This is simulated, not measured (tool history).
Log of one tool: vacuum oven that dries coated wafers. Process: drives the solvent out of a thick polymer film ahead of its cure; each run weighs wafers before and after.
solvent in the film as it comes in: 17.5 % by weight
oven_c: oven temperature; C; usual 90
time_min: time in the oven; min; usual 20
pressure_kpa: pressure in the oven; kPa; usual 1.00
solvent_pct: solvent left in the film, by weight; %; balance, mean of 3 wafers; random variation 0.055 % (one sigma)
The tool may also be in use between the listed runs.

| run | hour | oven_c | time_min | pressure_kpa | solvent_pct |
|---|---|---|---|---|---|
| 1 | 0.0 | 90 | 20 | 1.00 | 2.24 |
| 2 | 14.6 | 102 | 20 | 1.00 | 0.74 |
| 3 | 27.3 | 102 | 20 | 1.00 | 0.63 |
| 4 | 39.4 | 102 | 20 | 1.00 | 0.59 |
| 5 | 65.7 | 102 | 20 | 1.00 | 0.60 |
| 6 | 89.9 | 102 | 20 | 1.00 | 0.66 |
| 7 | 108.5 | 102 | 20 | 1.00 | 0.61 |
| 8 | 123.9 | 90 | 20 | 1.00 | 2.28 |
| 9 | 139.1 | 90 | 20 | 1.00 | 2.36 |
| 10 | 166.7 | 104 | 20 | 1.00 | 0.51 |
| 11 | 180.0 | 104 | 20 | 1.00 | 0.53 |
| 12 | 192.1 | 90 | 20 | 0.90 | 2.17 |
| 13 | 216.8 | 90 | 20 | 0.90 | 2.11 |
| 14 | 233.6 | 90 | 20 | 1.00 | 2.32 |
| 15 | 262.4 | 90 | 20 | 1.00 | 2.25 |
| 16 | 277.0 | 90 | 20 | 0.59 | 2.00 |
| 17 | 302.4 | 90 | 20 | 0.59 | 1.99 |
| 18 | 327.5 | 90 | 20 | 0.59 | 1.92 |
| 19 | 353.1 | 90 | 20 | 0.59 | 2.02 |
| 20 | 378.7 | 90 | 20 | 1.00 | 2.35 |
| 21 | 406.9 | 90 | 20 | 1.00 | 2.26 |
| 22 | 431.4 | 90 | 20 | 1.00 | 2.21 |
| 23 | 459.8 | 90 | 20 | 1.00 | 2.28 |
| 24 | 484.6 | 90 | 20 | 1.00 | 2.21 |
| 25 | 505.8 | 90 | 20 | 1.00 | 2.17 |
| 26 | 534.3 | 90 | 18 | 0.78 | 2.49 |
| 27 | 551.7 | 90 | 18 | 0.78 | 2.42 |
| 28 | 580.8 | 90 | 18 | 0.78 | 2.53 |
| 29 | 608.2 | 90 | 18 | 0.78 | 2.40 |
| 30 | 638.0 | 90 | 18 | 0.53 | 2.26 |
| 31 | 667.2 | 79 | 13 | 3.19 | 9.08 |
| 32 | 692.6 | 78 | 10 | 1.01 | 9.05 |
| 33 | 712.8 | 78 | 10 | 1.01 | 9.16 |
| 34 | 739.5 | 78 | 26 | 1.00 | 4.86 |
| 35 | 767.2 | 78 | 26 | 0.63 | 4.48 |
| 36 | 780.2 | 78 | 26 | 0.63 | 4.43 |
| 37 | 809.3 | 103 | 20 | 1.94 | 0.97 |
| 38 | 830.1 | 98 | 20 | 1.94 | 1.35 |
| 39 | 846.6 | 90 | 15 | 1.00 | 3.32 |
| 40 | 867.0 | 90 | 15 | 1.13 | 3.32 |
| 41 | 888.0 | 93 | 32 | 2.74 | 2.03 |
| 42 | 904.1 | 90 | 17 | 1.46 | 2.99 |
| 43 | 925.7 | 90 | 17 | 1.46 | 3.00 |
| 44 | 943.4 | 97 | 32 | 3.53 | 1.89 |
| 45 | 970.5 | 85 | 32 | 1.47 | 2.28 |
| 46 | 987.1 | 105 | 29 | 0.51 | 0.34 |
| 47 | 1004.5 | 81 | 25 | 1.00 | 3.79 |

Forecast each of these 4 alternatives for the next run:
| A | 1025.5 | 84 | 20 | 2.16 | ? |
| B | 1025.5 | 93 | 35 | 3.16 | ? |
| C | 1025.5 | 81 | 27 | 3.02 | ? |
| D | 1025.5 | 90 | 17 | 1.00 | ? |

| run | solvent_pct |
|---|---|
| A | 4.75 |
| B | 2.17 |
| C | 5.27 |
| D | 2.76 |
Without the tool's hidden state the same runs would have given:
| run | solvent_pct |
|---|---|
| A | 4.83 |
| B | 2.08 |
| C | 5.32 |
| D | 2.81 |
